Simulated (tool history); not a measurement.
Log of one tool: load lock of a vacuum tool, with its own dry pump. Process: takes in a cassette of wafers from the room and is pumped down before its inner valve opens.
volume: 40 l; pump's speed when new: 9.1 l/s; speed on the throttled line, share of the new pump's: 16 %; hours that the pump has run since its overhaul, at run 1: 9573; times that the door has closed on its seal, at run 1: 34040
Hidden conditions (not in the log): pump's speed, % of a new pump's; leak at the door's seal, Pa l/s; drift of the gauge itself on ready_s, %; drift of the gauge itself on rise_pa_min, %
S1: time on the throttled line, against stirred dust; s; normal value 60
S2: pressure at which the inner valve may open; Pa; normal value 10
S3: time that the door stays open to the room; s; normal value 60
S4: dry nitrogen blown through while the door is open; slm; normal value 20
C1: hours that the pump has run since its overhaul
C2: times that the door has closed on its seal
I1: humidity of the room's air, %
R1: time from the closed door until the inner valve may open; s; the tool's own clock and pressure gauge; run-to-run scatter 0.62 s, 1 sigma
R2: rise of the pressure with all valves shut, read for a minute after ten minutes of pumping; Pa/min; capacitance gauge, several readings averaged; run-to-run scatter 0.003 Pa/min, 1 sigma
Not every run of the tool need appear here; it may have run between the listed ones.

{"run": 1, "day": 0.0, "S1": 60, "S2": 10, "S3": 60, "S4": 20, "C1": 9573, "C2": 34040, "I1": 44.1, "R1": 97.5, "R2": 0.17}
{"run": 2, "day": 23.638, "S1": 60, "S2": 10, "S3": 60, "S4": 20, "C1": 10140, "C2": 36447, "I1": 46.2, "R1": 100, "R2": 0.186}
{"run": 3, "day": 35.2, "S1": 70, "S2": 10, "S3": 60, "S4": 20, "C1": 10418, "C2": 37624, "I1": 47.7, "R1": 106.2, "R2": 0.19}
{"run": 4, "day": 57.525, "S1": 70, "S2": 10, "S3": 60, "S4": 20, "C1": 10954, "C2": 39898, "I1": 46, "R1": 107.7, "R2": 0.202}
{"run": 5, "day": 68.246, "S1": 70, "S2": 11, "S3": 60, "S4": 20, "C1": 11211, "C2": 40990, "I1": 46.1, "R1": 107.6, "R2": 0.207}
{"run": 6, "day": 87.667, "S1": 60, "S2": 12, "S3": 60, "S4": 20, "C1": 11677, "C2": 42968, "I1": 46.1, "R1": 99.8, "R2": 0.229}
{"run": 7, "day": 103.483, "S1": 60, "S2": 10, "S3": 60, "S4": 20, "C1": 12057, "C2": 44578, "I1": 47.7, "R1": 100.6, "R2": 0.243}
{"run": 8, "day": 121.558, "S1": 60, "S2": 10, "S3": 60, "S4": 20, "C1": 12491, "C2": 46419, "I1": 46.4, "R1": 101.8, "R2": 0.249}
{"run": 9, "day": 134.017, "S1": 60, "S2": 10, "S3": 60, "S4": 20, "C1": 12790, "C2": 47688, "I1": 43.2, "R1": 103.1, "R2": 0.26}
{"run": 10, "day": 146.262, "S1": 60, "S2": 10, "S3": 60, "S4": 20, "C1": 13083, "C2": 48935, "I1": 45.2, "R1": 103.3, "R2": 0.269}
{"run": 11, "day": 157.421, "S1": 60, "S2": 10, "S3": 60, "S4": 20, "C1": 13351, "C2": 50071, "I1": 40.5, "R1": 102.7, "R2": 0.282}
{"run": 12, "day": 172.912, "S1": 60, "S2": 10, "S3": 60, "S4": 20, "C1": 13723, "C2": 51649, "I1": 43.8, "R1": 101.9, "R2": 0.284}
{"day": 184.546, "done": "dry pump taken out, an overhauled one fitted"}
{"run": 13, "day": 185.067, "S1": 60, "S2": 10, "S3": 133, "S4": 20, "C1": 12, "C2": 52861, "I1": 42.4, "R1": 91.9, "R2": 0.31}
{"run": 14, "day": 206.533, "S1": 60, "S2": 10, "S3": 60, "S4": 20, "C1": 528, "C2": 55047, "I1": 41.4, "R1": 91.2, "R2": 0.312}
{"run": 15, "day": 227.796, "S1": 60, "S2": 10, "S3": 60, "S4": 20, "C1": 1038, "C2": 57213, "I1": 46.2, "R1": 91.1, "R2": 0.336}
{"day": 240.775, "done": "door's seal changed, seat wiped"}
{"run": 16, "day": 250.679, "S1": 60, "S2": 10, "S3": 60, "S4": 20, "C1": 1586, "C2": 1009, "I1": 45.7, "R1": 91.9, "R2": 0.034}
{"run": 17, "day": 260.871, "S1": 60, "S2": 10, "S3": 60, "S4": 7, "C1": 1830, "C2": 2047, "I1": 42.2, "R1": 92.7, "R2": 0.046}
{"run": 18, "day": 276.658, "S1": 60, "S2": 10, "S3": 60, "S4": 7, "C1": 2209, "C2": 3655, "I1": 45.2, "R1": 92.7, "R2": 0.052}
{"run": 19, "day": 296.133, "S1": 60, "S2": 10, "S3": 60, "S4": 7, "C1": 2677, "C2": 5638, "I1": 44.9, "R1": 91.4, "R2": 0.052}
{"run": 20, "day": 313.262, "S1": 60, "S2": 10, "S3": 60, "S4": 7, "C1": 3088, "C2": 7382, "I1": 45.3, "R1": 93, "R2": 0.055}
{"run": 21, "day": 325.979, "S1": 60, "S2": 7, "S3": 60, "S4": 10, "C1": 3393, "C2": 8678, "I1": 40.3, "R1": 95.1, "R2": 0.054}
{"run": 22, "day": 346.483, "S1": 68, "S2": 13, "S3": 192, "S4": 37, "C1": 3885, "C2": 10766, "I1": 44.3, "R1": 97.7, "R2": 0.056}
{"run": 23, "day": 365.338, "S1": 37, "S2": 14, "S3": 54, "S4": 43, "C1": 4337, "C2": 12686, "I1": 45.3, "R1": 71.9, "R2": 0.05}
{"run": 24, "day": 389.008, "S1": 37, "S2": 14, "S3": 54, "S4": 43, "C1": 4906, "C2": 15097, "I1": 44.2, "R1": 74.5, "R2": 0.058}
{"run": 25, "day": 400.071, "S1": 101, "S2": 14, "S3": 54, "S4": 43, "C1": 5171, "C2": 16223, "I1": 44.1, "R1": 126.1, "R2": 0.065}
{"run": 26, "day": 418.312, "S1": 60, "S2": 18, "S3": 60, "S4": 6, "C1": 5609, "C2": 18081, "I1": 45.7, "R1": 90.8, "R2": 0.092}
{"run": 27, "day": 436.433, "S1": 38, "S2": 10, "S3": 166, "S4": 26, "C1": 6044, "C2": 19926, "I1": 49.6, "R1": 77.3, "R2": 0.088}
{"run": 28, "day": 453.512, "S1": 40, "S2": 8, "S3": 51, "S4": 38, "C1": 6454, "C2": 21666, "I1": 42.3, "R1": 80, "R2": 0.084}
{"run": 29, "day": 469.9, "S1": 62, "S2": 10, "S3": 60, "S4": 20, "C1": 6847, "C2": 23335, "I1": 48.8, "R1": 96.4, "R2": 0.105}
{"run": 30, "day": 486.546, "S1": 62, "S2": 12, "S3": 60, "S4": 4, "C1": 7246, "C2": 25030, "I1": 45.3, "R1": 95.1, "R2": 0.121}
{"run": 31, "day": 496.896, "S1": 32, "S2": 11, "S3": 125, "S4": 33, "C1": 7495, "C2": 26084, "I1": 43.9, "R1": 73.4, "R2": 0.109}
{"run": 32, "day": 508.5, "S1": 32, "S2": 15, "S3": 144, "S4": 9, "C1": 7773, "C2": 27266, "I1": 45.3, "R1": 72, "R2": 0.137}
{"run": 33, "day": 526.062, "S1": 32, "S2": 15, "S3": 144, "S4": 9, "C1": 8195, "C2": 29054, "I1": 46.2, "R1": 72.9, "R2": 0.141}
{"run": 34, "day": 542.988, "S1": 32, "S2": 15, "S3": 144, "S4": 9, "C1": 8601, "C2": 30778, "I1": 44.7, "R1": 72, "R2": 0.156}
{"run": 35, "day": 557.3, "S1": 41, "S2": 15, "S3": 144, "S4": 9, "C1": 8945, "C2": 32235, "I1": 44.4, "R1": 80, "R2": 0.159}
{"run": 36, "day": 572.825, "S1": 41, "S2": 15, "S3": 144, "S4": 9, "C1": 9317, "C2": 33817, "I1": 44.4, "R1": 80, "R2": 0.166}

Predict each of these 4 candidate next runs independently; none follows another, all start after run 36:
{"run": "A", "day": 596.033, "S1": 41, "S2": 15, "S3": 144, "S4": 31, "C1": 9874, "C2": 36180, "I1": 45.5, "R1": "?", "R2": "?"}
{"run": "B", "day": 596.033, "S1": 60, "S2": 19, "S3": 186, "S4": 20, "C1": 9874, "C2": 36180, "I1": 42.7, "R1": "?", "R2": "?"}
{"run": "C", "day": 596.033, "S1": 41, "S2": 15, "S3": 50, "S4": 21, "C1": 9874, "C2": 36180, "I1": 46.6, "R1": "?", "R2": "?"}
{"run": "D", "day": 596.033, "S1": 94, "S2": 7, "S3": 144, "S4": 16, "C1": 9874, "C2": 36180, "I1": 44.1, "R1": "?", "R2": "?"}

run=A R1=80.7 R2=0.163
run=B R1=94.9 R2=0.172
run=C R1=81.5 R2=0.163
run=D R1=127.6 R2=0.177
Without the tool's hidden state the same runs would have given:
run=A R1=72.9 R2=0.034
run=B R1=88.1 R2=0.041
run=C R1=73.6 R2=0.034
run=D R1=121 R2=0.046
